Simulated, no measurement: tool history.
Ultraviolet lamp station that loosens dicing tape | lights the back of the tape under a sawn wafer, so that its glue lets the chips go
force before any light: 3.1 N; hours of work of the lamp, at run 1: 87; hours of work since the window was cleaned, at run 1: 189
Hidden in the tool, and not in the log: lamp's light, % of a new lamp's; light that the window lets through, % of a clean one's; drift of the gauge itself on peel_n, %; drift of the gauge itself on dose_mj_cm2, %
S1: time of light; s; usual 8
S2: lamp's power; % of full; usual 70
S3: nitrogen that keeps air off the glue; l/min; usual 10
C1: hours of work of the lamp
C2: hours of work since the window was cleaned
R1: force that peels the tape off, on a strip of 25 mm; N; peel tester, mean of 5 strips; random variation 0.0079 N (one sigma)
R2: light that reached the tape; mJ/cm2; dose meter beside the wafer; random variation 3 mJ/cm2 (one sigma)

{"run": 1, "hour": 0.0, "S1": 8, "S2": 70, "S3": 10, "C1": 87, "C2": 189, "R1": 0.353, "R2": 377}
{"run": 2, "hour": 18.7, "S1": 8, "S2": 70, "S3": 10, "C1": 98, "C2": 200, "R1": 0.35, "R2": 379}
{"hour": 27.1, "done": "window cleaned of glue's vapour"}
{"run": 3, "hour": 48.3, "S1": 8, "S2": 70, "S3": 6, "C1": 115, "C2": 13, "R1": 0.444, "R2": 363}
{"run": 4, "hour": 69.7, "S1": 8, "S2": 70, "S3": 10, "C1": 128, "C2": 25, "R1": 0.371, "R2": 354}
{"run": 5, "hour": 94.8, "S1": 8, "S2": 70, "S3": 10, "C1": 143, "C2": 40, "R1": 0.377, "R2": 351}
{"run": 6, "hour": 118.8, "S1": 8, "S2": 70, "S3": 10, "C1": 157, "C2": 55, "R1": 0.41, "R2": 349}
{"run": 7, "hour": 134.3, "S1": 8, "S2": 70, "S3": 10, "C1": 166, "C2": 64, "R1": 0.396, "R2": 344}
{"hour": 145.7, "done": "window cleaned of glue's vapour, once more"}
{"run": 8, "hour": 166.7, "S1": 8, "S2": 70, "S3": 10, "C1": 185, "C2": 12, "R1": 0.322, "R2": 411}
{"run": 9, "hour": 182.7, "S1": 8, "S2": 70, "S3": 10, "C1": 195, "C2": 22, "R1": 0.337, "R2": 404}
{"run": 10, "hour": 205.1, "S1": 4, "S2": 70, "S3": 10, "C1": 208, "C2": 35, "R1": 0.783, "R2": 205}
{"run": 11, "hour": 228.6, "S1": 4, "S2": 70, "S3": 10, "C1": 222, "C2": 49, "R1": 0.786, "R2": 204}
{"run": 12, "hour": 252.0, "S1": 8, "S2": 72, "S3": 10, "C1": 236, "C2": 63, "R1": 0.323, "R2": 408}
{"run": 13, "hour": 277.1, "S1": 8, "S2": 70, "S3": 10, "C1": 251, "C2": 78, "R1": 0.345, "R2": 392}
{"run": 14, "hour": 299.1, "S1": 8, "S2": 73, "S3": 10, "C1": 264, "C2": 91, "R1": 0.339, "R2": 401}
{"run": 15, "hour": 318.0, "S1": 8, "S2": 70, "S3": 10, "C1": 275, "C2": 103, "R1": 0.35, "R2": 379}
{"run": 16, "hour": 338.4, "S1": 13, "S2": 70, "S3": 10, "C1": 287, "C2": 115, "R1": 0.257, "R2": 613}
{"run": 17, "hour": 359.7, "S1": 13, "S2": 70, "S3": 10, "C1": 300, "C2": 127, "R1": 0.24, "R2": 608}
{"run": 18, "hour": 386.5, "S1": 4, "S2": 93, "S3": 10, "C1": 316, "C2": 143, "R1": 0.609, "R2": 240}
{"run": 19, "hour": 412.5, "S1": 6, "S2": 70, "S3": 4, "C1": 332, "C2": 159, "R1": 0.721, "R2": 275}
{"run": 20, "hour": 439.8, "S1": 6, "S2": 70, "S3": 4, "C1": 348, "C2": 175, "R1": 0.736, "R2": 270}
{"run": 21, "hour": 468.3, "S1": 6, "S2": 94, "S3": 4, "C1": 365, "C2": 192, "R1": 0.56, "R2": 357}
{"run": 22, "hour": 482.6, "S1": 6, "S2": 94, "S3": 11, "C1": 373, "C2": 201, "R1": 0.379, "R2": 355}
{"hour": 491.3, "done": "window cleaned of glue's vapour"}
{"run": 23, "hour": 512.7, "S1": 4, "S2": 84, "S3": 10, "C1": 391, "C2": 13, "R1": 0.673, "R2": 235}
{"run": 24, "hour": 534.9, "S1": 4, "S2": 84, "S3": 10, "C1": 404, "C2": 26, "R1": 0.656, "R2": 232}
{"run": 25, "hour": 555.0, "S1": 4, "S2": 89, "S3": 10, "C1": 416, "C2": 38, "R1": 0.604, "R2": 244}
{"run": 26, "hour": 574.4, "S1": 4, "S2": 94, "S3": 10, "C1": 428, "C2": 49, "R1": 0.595, "R2": 253}
{"run": 27, "hour": 601.2, "S1": 8, "S2": 75, "S3": 10, "C1": 444, "C2": 65, "R1": 0.342, "R2": 399}
{"run": 28, "hour": 621.3, "S1": 12, "S2": 99, "S3": 5, "C1": 456, "C2": 77, "R1": 0.23, "R2": 790}
{"run": 29, "hour": 650.7, "S1": 12, "S2": 99, "S3": 5, "C1": 473, "C2": 95, "R1": 0.254, "R2": 767}
{"run": 30, "hour": 671.9, "S1": 9, "S2": 87, "S3": 16, "C1": 486, "C2": 108, "R1": 0.255, "R2": 500}
{"run": 31, "hour": 697.8, "S1": 9, "S2": 87, "S3": 16, "C1": 501, "C2": 123, "R1": 0.254, "R2": 499}

3 ways to go on from here, each from the tool as it stands after run 31. What would each give?
{"run": "A", "hour": 728.2, "S1": 8, "S2": 77, "S3": 5, "C1": 519, "C2": 141, "R1": "?", "R2": "?"}
{"run": "B", "hour": 728.2, "S1": 8, "S2": 70, "S3": 3, "C1": 519, "C2": 141, "R1": "?", "R2": "?"}
{"run": "C", "hour": 728.2, "S1": 9, "S2": 60, "S3": 9, "C1": 519, "C2": 141, "R1": "?", "R2": "?"}

run=A R1=0.440 R2=383
run=B R1=0.635 R2=345
run=C R1=0.429 R2=336
Without the tool's hidden state the same runs would have given:
run=A R1=0.331 R2=484
run=B R1=0.470 R2=436
run=C R1=0.327 R2=424

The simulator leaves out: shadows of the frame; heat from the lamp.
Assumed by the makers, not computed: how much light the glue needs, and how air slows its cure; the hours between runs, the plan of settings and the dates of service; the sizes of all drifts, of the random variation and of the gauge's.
